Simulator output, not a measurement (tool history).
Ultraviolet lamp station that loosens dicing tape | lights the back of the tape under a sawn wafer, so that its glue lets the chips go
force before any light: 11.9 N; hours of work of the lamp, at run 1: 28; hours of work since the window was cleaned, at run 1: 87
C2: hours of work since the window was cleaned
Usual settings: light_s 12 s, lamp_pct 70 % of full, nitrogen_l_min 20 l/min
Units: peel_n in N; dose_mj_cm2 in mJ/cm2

{"run": 1, "hour": 0.0, "light_s": 12, "lamp_pct": 70, "nitrogen_l_min": 20, "hours of work of the lamp": 28, "C2": 87, "peel_n": 0.537, "dose_mj_cm2": 397}
{"run": 2, "hour": 6.9, "light_s": 12, "lamp_pct": 70, "nitrogen_l_min": 20, "hours of work of the lamp": 31, "C2": 90, "peel_n": 0.553, "dose_mj_cm2": 403}
{"run": 3, "hour": 16.2, "light_s": 12, "lamp_pct": 70, "nitrogen_l_min": 20, "hours of work of the lamp": 35, "C2": 93, "peel_n": 0.558, "dose_mj_cm2": 397}
{"run": 4, "hour": 28.6, "light_s": 15, "lamp_pct": 70, "nitrogen_l_min": 20, "hours of work of the lamp": 40, "C2": 98, "peel_n": 0.367, "dose_mj_cm2": 497}
{"run": 5, "hour": 39.8, "light_s": 12, "lamp_pct": 70, "nitrogen_l_min": 20, "hours of work of the lamp": 44, "C2": 103, "peel_n": 0.553, "dose_mj_cm2": 395}
{"run": 6, "hour": 49.5, "light_s": 12, "lamp_pct": 95, "nitrogen_l_min": 20, "hours of work of the lamp": 48, "C2": 107, "peel_n": 0.327, "dose_mj_cm2": 537}
{"run": 7, "hour": 56.2, "light_s": 12, "lamp_pct": 70, "nitrogen_l_min": 20, "hours of work of the lamp": 51, "C2": 110, "peel_n": 0.561, "dose_mj_cm2": 386}
{"run": 8, "hour": 67.2, "light_s": 12, "lamp_pct": 70, "nitrogen_l_min": 20, "hours of work of the lamp": 55, "C2": 114, "peel_n": 0.553, "dose_mj_cm2": 390}
{"run": 9, "hour": 77.4, "light_s": 12, "lamp_pct": 70, "nitrogen_l_min": 20, "hours of work of the lamp": 59, "C2": 118, "peel_n": 0.566, "dose_mj_cm2": 389}
{"run": 10, "hour": 87.9, "light_s": 12, "lamp_pct": 70, "nitrogen_l_min": 20, "hours of work of the lamp": 64, "C2": 122, "peel_n": 0.57, "dose_mj_cm2": 397}
{"run": 11, "hour": 93.9, "light_s": 12, "lamp_pct": 70, "nitrogen_l_min": 20, "hours of work of the lamp": 66, "C2": 125, "peel_n": 0.559, "dose_mj_cm2": 392}
{"run": 12, "hour": 102.5, "light_s": 12, "lamp_pct": 70, "nitrogen_l_min": 20, "hours of work of the lamp": 70, "C2": 128, "peel_n": 0.584, "dose_mj_cm2": 388}
{"run": 13, "hour": 111.3, "light_s": 12, "lamp_pct": 70, "nitrogen_l_min": 20, "hours of work of the lamp": 73, "C2": 132, "peel_n": 0.582, "dose_mj_cm2": 388}
{"run": 14, "hour": 124.3, "light_s": 12, "lamp_pct": 70, "nitrogen_l_min": 20, "hours of work of the lamp": 78, "C2": 137, "peel_n": 0.605, "dose_mj_cm2": 392}
{"hour": 125.4, "done": "window cleaned of glue's vapour"}
{"run": 15, "hour": 131.2, "light_s": 18, "lamp_pct": 70, "nitrogen_l_min": 20, "hours of work of the lamp": 81, "C2": 2, "peel_n": 0.297, "dose_mj_cm2": 576}
{"run": 16, "hour": 140.3, "light_s": 20, "lamp_pct": 70, "nitrogen_l_min": 20, "hours of work of the lamp": 85, "C2": 6, "peel_n": 0.252, "dose_mj_cm2": 636}
{"run": 17, "hour": 146.0, "light_s": 12, "lamp_pct": 62, "nitrogen_l_min": 20, "hours of work of the lamp": 87, "C2": 8, "peel_n": 0.765, "dose_mj_cm2": 337}
{"run": 18, "hour": 153.4, "light_s": 13, "lamp_pct": 62, "nitrogen_l_min": 20, "hours of work of the lamp": 90, "C2": 11, "peel_n": 0.65, "dose_mj_cm2": 369}
{"hour": 157.7, "done": "window cleaned of glue's vapour, once more"}
{"run": 19, "hour": 167.2, "light_s": 12, "lamp_pct": 68, "nitrogen_l_min": 20, "hours of work of the lamp": 95, "C2": 4, "peel_n": 0.599, "dose_mj_cm2": 390}
{"run": 20, "hour": 177.6, "light_s": 12, "lamp_pct": 70, "nitrogen_l_min": 20, "hours of work of the lamp": 100, "C2": 8, "peel_n": 0.533, "dose_mj_cm2": 398}
{"run": 21, "hour": 191.3, "light_s": 9, "lamp_pct": 70, "nitrogen_l_min": 20, "hours of work of the lamp": 105, "C2": 14, "peel_n": 1.055, "dose_mj_cm2": 300}
{"run": 22, "hour": 197.1, "light_s": 22, "lamp_pct": 70, "nitrogen_l_min": 20, "hours of work of the lamp": 107, "C2": 16, "peel_n": 0.248, "dose_mj_cm2": 734}
{"run": 23, "hour": 203.8, "light_s": 12, "lamp_pct": 70, "nitrogen_l_min": 14, "hours of work of the lamp": 110, "C2": 19, "peel_n": 0.698, "dose_mj_cm2": 402}
{"run": 24, "hour": 210.1, "light_s": 12, "lamp_pct": 96, "nitrogen_l_min": 9, "hours of work of the lamp": 113, "C2": 21, "peel_n": 0.485, "dose_mj_cm2": 543}
{"run": 25, "hour": 223.0, "light_s": 11, "lamp_pct": 87, "nitrogen_l_min": 20, "hours of work of the lamp": 118, "C2": 26, "peel_n": 0.425, "dose_mj_cm2": 451}
{"run": 26, "hour": 234.2, "light_s": 7, "lamp_pct": 99, "nitrogen_l_min": 20, "hours of work of the lamp": 123, "C2": 31, "peel_n": 0.836, "dose_mj_cm2": 326}
{"run": 27, "hour": 247.0, "light_s": 12, "lamp_pct": 85, "nitrogen_l_min": 20, "hours of work of the lamp": 128, "C2": 36, "peel_n": 0.377, "dose_mj_cm2": 472}
{"run": 28, "hour": 258.4, "light_s": 12, "lamp_pct": 85, "nitrogen_l_min": 20, "hours of work of the lamp": 132, "C2": 41, "peel_n": 0.386, "dose_mj_cm2": 478}
{"run": 29, "hour": 268.7, "light_s": 12, "lamp_pct": 74, "nitrogen_l_min": 14, "hours of work of the lamp": 136, "C2": 45, "peel_n": 0.613, "dose_mj_cm2": 415}
{"run": 30, "hour": 277.3, "light_s": 16, "lamp_pct": 66, "nitrogen_l_min": 6, "hours of work of the lamp": 140, "C2": 48, "peel_n": 0.762, "dose_mj_cm2": 492}
{"run": 31, "hour": 289.4, "light_s": 8, "lamp_pct": 70, "nitrogen_l_min": 17, "hours of work of the lamp": 145, "C2": 53, "peel_n": 1.404, "dose_mj_cm2": 257}
{"run": 32, "hour": 302.3, "light_s": 8, "lamp_pct": 70, "nitrogen_l_min": 17, "hours of work of the lamp": 150, "C2": 59, "peel_n": 1.461, "dose_mj_cm2": 264}
{"run": 33, "hour": 310.0, "light_s": 8, "lamp_pct": 70, "nitrogen_l_min": 17, "hours of work of the lamp": 153, "C2": 62, "peel_n": 1.481, "dose_mj_cm2": 258}
{"run": 34, "hour": 319.9, "light_s": 8, "lamp_pct": 70, "nitrogen_l_min": 17, "hours of work of the lamp": 157, "C2": 66, "peel_n": 1.483, "dose_mj_cm2": 259}
{"run": 35, "hour": 327.9, "light_s": 9, "lamp_pct": 66, "nitrogen_l_min": 14, "hours of work of the lamp": 160, "C2": 69, "peel_n": 1.44, "dose_mj_cm2": 268}
{"run": 36, "hour": 337.5, "light_s": 12, "lamp_pct": 97, "nitrogen_l_min": 20, "hours of work of the lamp": 164, "C2": 73, "peel_n": 0.316, "dose_mj_cm2": 528}
{"run": 37, "hour": 343.4, "light_s": 13, "lamp_pct": 64, "nitrogen_l_min": 7, "hours of work of the lamp": 167, "C2": 75, "peel_n": 1.197, "dose_mj_cm2": 380}
{"run": 38, "hour": 349.5, "light_s": 11, "lamp_pct": 68, "nitrogen_l_min": 20, "hours of work of the lamp": 169, "C2": 78, "peel_n": 0.748, "dose_mj_cm2": 341}
{"run": 39, "hour": 355.8, "light_s": 11, "lamp_pct": 68, "nitrogen_l_min": 20, "hours of work of the lamp": 172, "C2": 80, "peel_n": 0.771, "dose_mj_cm2": 342}
{"run": 40, "hour": 365.1, "light_s": 11, "lamp_pct": 68, "nitrogen_l_min": 14, "hours of work of the lamp": 176, "C2": 84, "peel_n": 0.935, "dose_mj_cm2": 340}
{"run": 41, "hour": 376.9, "light_s": 22, "lamp_pct": 87, "nitrogen_l_min": 18, "hours of work of the lamp": 180, "C2": 89, "peel_n": 0.243, "dose_mj_cm2": 871}
{"run": 42, "hour": 383.1, "light_s": 22, "lamp_pct": 87, "nitrogen_l_min": 18, "hours of work of the lamp": 183, "C2": 91, "peel_n": 0.236, "dose_mj_cm2": 867}
{"run": 43, "hour": 391.1, "light_s": 22, "lamp_pct": 87, "nitrogen_l_min": 18, "hours of work of the lamp": 186, "C2": 95, "peel_n": 0.235, "dose_mj_cm2": 863}
{"run": 44, "hour": 400.0, "light_s": 12, "lamp_pct": 70, "nitrogen_l_min": 9, "hours of work of the lamp": 190, "C2": 98, "peel_n": 0.989, "dose_mj_cm2": 376}

The same runs without the tool's hidden state, with the same run-to-run variation:
The hidden state here: lamp's light, % of a new lamp's; light that the window lets through, % of a clean one's; drift of the gauge itself on peel_n, %; drift of the gauge itself on dose_mj_cm2, %.
run=1 peel_n=0.484 dose_mj_cm2=418
run=2 peel_n=0.498 dose_mj_cm2=424
run=3 peel_n=0.499 dose_mj_cm2=419
run=4 peel_n=0.336 dose_mj_cm2=526
run=5 peel_n=0.488 dose_mj_cm2=420
run=6 peel_n=0.302 dose_mj_cm2=571
run=7 peel_n=0.492 dose_mj_cm2=411
run=8 peel_n=0.481 dose_mj_cm2=417
run=9 peel_n=0.49 dose_mj_cm2=418
run=10 peel_n=0.489 dose_mj_cm2=427
run=11 peel_n=0.479 dose_mj_cm2=422
run=12 peel_n=0.498 dose_mj_cm2=418
run=13 peel_n=0.494 dose_mj_cm2=420
run=14 peel_n=0.51 dose_mj_cm2=425
run=15 peel_n=0.271 dose_mj_cm2=632
run=16 peel_n=0.237 dose_mj_cm2=699
run=17 peel_n=0.623 dose_mj_cm2=370
run=18 peel_n=0.526 dose_mj_cm2=407
run=19 peel_n=0.544 dose_mj_cm2=408
run=20 peel_n=0.482 dose_mj_cm2=418
run=21 peel_n=0.946 dose_mj_cm2=316
run=22 peel_n=0.243 dose_mj_cm2=774
run=23 peel_n=0.62 dose_mj_cm2=424
run=24 peel_n=0.436 dose_mj_cm2=575
run=25 peel_n=0.38 dose_mj_cm2=479
run=26 peel_n=0.73 dose_mj_cm2=347
run=27 peel_n=0.337 dose_mj_cm2=505
run=28 peel_n=0.345 dose_mj_cm2=512
run=29 peel_n=0.526 dose_mj_cm2=446
run=30 peel_n=0.649 dose_mj_cm2=529
run=31 peel_n=1.21 dose_mj_cm2=278
run=32 peel_n=1.25 dose_mj_cm2=286
run=33 peel_n=1.263 dose_mj_cm2=280
run=34 peel_n=1.259 dose_mj_cm2=282
run=35 peel_n=1.218 dose_mj_cm2=293
run=36 peel_n=0.282 dose_mj_cm2=577
run=37 peel_n=0.993 dose_mj_cm2=416
run=38 peel_n=0.612 dose_mj_cm2=373
run=39 peel_n=0.631 dose_mj_cm2=376
run=40 peel_n=0.761 dose_mj_cm2=374
run=41 peel_n=0.239 dose_mj_cm2=961
run=42 peel_n=0.232 dose_mj_cm2=958
run=43 peel_n=0.231 dose_mj_cm2=956
run=44 peel_n=0.79 dose_mj_cm2=417

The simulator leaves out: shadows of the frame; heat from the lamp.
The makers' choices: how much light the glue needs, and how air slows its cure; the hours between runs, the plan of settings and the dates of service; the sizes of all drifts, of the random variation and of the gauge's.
